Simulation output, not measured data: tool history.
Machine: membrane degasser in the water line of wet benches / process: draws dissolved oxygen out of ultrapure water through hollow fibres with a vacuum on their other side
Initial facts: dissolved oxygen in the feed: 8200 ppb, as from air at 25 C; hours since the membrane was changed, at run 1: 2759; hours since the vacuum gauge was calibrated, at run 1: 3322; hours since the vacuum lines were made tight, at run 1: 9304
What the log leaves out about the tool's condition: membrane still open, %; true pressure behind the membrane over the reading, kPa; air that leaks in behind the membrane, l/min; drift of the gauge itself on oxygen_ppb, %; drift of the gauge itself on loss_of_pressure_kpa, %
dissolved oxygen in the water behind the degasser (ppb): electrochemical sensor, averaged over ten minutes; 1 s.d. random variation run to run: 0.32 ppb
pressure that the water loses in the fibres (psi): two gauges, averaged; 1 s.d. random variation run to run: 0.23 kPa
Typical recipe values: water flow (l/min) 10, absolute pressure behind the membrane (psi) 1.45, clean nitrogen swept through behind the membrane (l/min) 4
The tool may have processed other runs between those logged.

run,hour,water flow (l/min),absolute pressure behind the membrane (psi),clean nitrogen swept through behind the membrane (l/min),hours since the membrane was changed,hours since the vacuum gauge was calibrated,hours since the vacuum lines were made tight,dissolved oxygen in the water behind the degasser (ppb),pressure that the water loses in the fibres (psi)
1,0,10,1.45,4,2759,3322,9304,44.1,8.608
2,67.6,9,1.45,4,2827,3389,9372,39.5,7.691
3,140,9,1.45,4,2899,3462,9444,39.8,7.736
4,194.8,9,1.45,4,2954,3517,9499,39.6,7.745
5,244.5,10,1.91,4,3004,3566,9549,64.1,8.543
6,287.3,10,1.45,4,3047,3609,9592,45,8.614
7,357,10,1.45,4,3116,3679,9661,43.6,8.656
8,429.8,10,1.45,6.02,3189,3752,9734,30.8,8.663
9,487,10,1.02,6.02,3246,3809,9791,18,8.631
10,566.2,10,1.02,1.84,3325,3888,9870,52.4,8.739
11,607.8,10,1.02,1.84,3367,3930,9912,52.4,8.728
12,696.3,10,2.67,6.42,3456,4018,10001,61.5,8.688
# hour 722.1: gauge calibrated
13,755.3,11,1.45,3.16,3515,4077,10060,61.3,9.369
14,794.9,8,1.49,4,3554,4117,10099,36.3,6.841

Difference, measured minus no-hidden-state, one row per run. Run-to-run variation is common to both terms; the gauge's own scatter need not be:
run,pressure that the water loses in the fibres (psi)
1,+0.003
2,+0.017
3,+0.035
4,+0.046
5,+0.064
6,+0.074
7,+0.091
8,+0.11
9,+0.125
10,+0.144
11,+0.154
12,+0.175
13,+0.013
14,+0.017
For dissolved oxygen in the water behind the degasser (ppb), the value without the hidden state is never more than 0.1 from the measured value.

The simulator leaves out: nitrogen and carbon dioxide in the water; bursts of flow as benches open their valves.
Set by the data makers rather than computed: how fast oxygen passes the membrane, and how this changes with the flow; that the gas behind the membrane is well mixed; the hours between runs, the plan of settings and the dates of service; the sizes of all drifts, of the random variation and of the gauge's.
